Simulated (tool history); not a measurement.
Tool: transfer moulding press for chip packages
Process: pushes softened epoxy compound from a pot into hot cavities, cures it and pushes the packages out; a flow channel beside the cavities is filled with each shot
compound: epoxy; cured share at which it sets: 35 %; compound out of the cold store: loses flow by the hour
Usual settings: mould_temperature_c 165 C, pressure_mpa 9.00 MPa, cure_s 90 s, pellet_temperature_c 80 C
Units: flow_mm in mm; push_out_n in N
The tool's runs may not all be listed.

run	hour	mould_temperature_c	pressure_mpa	cure_s	pellet_temperature_c	incoming compound's hours out of the cold store	flow_mm	push_out_n
1	0.0	165	9.00	90	80	29.2	664	494
# hour 5.3: cavities cleaned with cleaning compound and waxed
2	10.7	165	9.00	90	80	23.6	678	512
3	23.1	165	9.00	90	80	23.0	682	510
4	35.0	165	9.00	90	80	33.1	659	498
5	45.1	165	9.00	90	80	20.7	685	513
6	54.8	165	9.00	97	80	27.3	670	464
7	62.7	165	9.00	97	80	44.0	636	466
8	70.5	165	9.00	97	80	32.8	658	464
# hour 78.8: cavities cleaned with cleaning compound and waxed
9	78.8	165	9.00	97	80	43.4	634	457
10	90.2	165	7.27	97	80	8.1	641	486
11	96.9	165	7.27	97	80	13.7	631	463
12	105.0	165	7.27	97	80	47.1	565	452
13	110.5	173	9.00	90	80	24.0	654	429
14	120.2	173	9.00	90	80	20.9	660	414
15	126.0	173	9.00	90	80	14.4	674	428
16	138.7	173	9.00	90	80	17.9	668	433
# hour 144.6: plunger's sealing rings changed
17	149.4	161	8.44	79	80	35.2	646	809
# hour 155.2: cavities cleaned with cleaning compound and waxed
18	162.8	170	9.00	90	71	21.1	671	435
19	175.8	168	7.82	86	89	14.6	643	469
20	186.6	168	7.82	86	89	10.1	653	482
21	194.3	168	7.82	86	89	8.4	656	469
22	200.1	160	10.27	128	77	26.1	739	436
23	212.5	171	7.95	111	74	18.5	632	400
24	218.4	165	9.00	75	80	16.9	696	725
# hour 229.3: cavities cleaned with cleaning compound and waxed
25	232.8	168	9.00	75	80	10.5	697	591
26	242.5	171	10.41	126	71	42.8	671	411
27	250.1	171	8.81	109	71	38.0	627	446
28	259.9	165	8.02	119	80	40.4	609	428
29	265.5	161	9.00	81	80	21.7	698	810
30	273.2	165	9.00	85	80	42.1	639	529

Forecast each of these 3 alternatives for the next run:
A	282.9	165	9.00	81	80	33.3	?	?
B	282.9	167	8.57	85	80	47.0	?	?
C	282.9	165	7.60	85	80	30.6	?	?

run	flow_mm	push_out_n
A	657	591
B	610	507
C	609	569
Without the tool's hidden state the same runs would have given:
run	flow_mm	push_out_n
A	657	585
B	610	502
C	609	564

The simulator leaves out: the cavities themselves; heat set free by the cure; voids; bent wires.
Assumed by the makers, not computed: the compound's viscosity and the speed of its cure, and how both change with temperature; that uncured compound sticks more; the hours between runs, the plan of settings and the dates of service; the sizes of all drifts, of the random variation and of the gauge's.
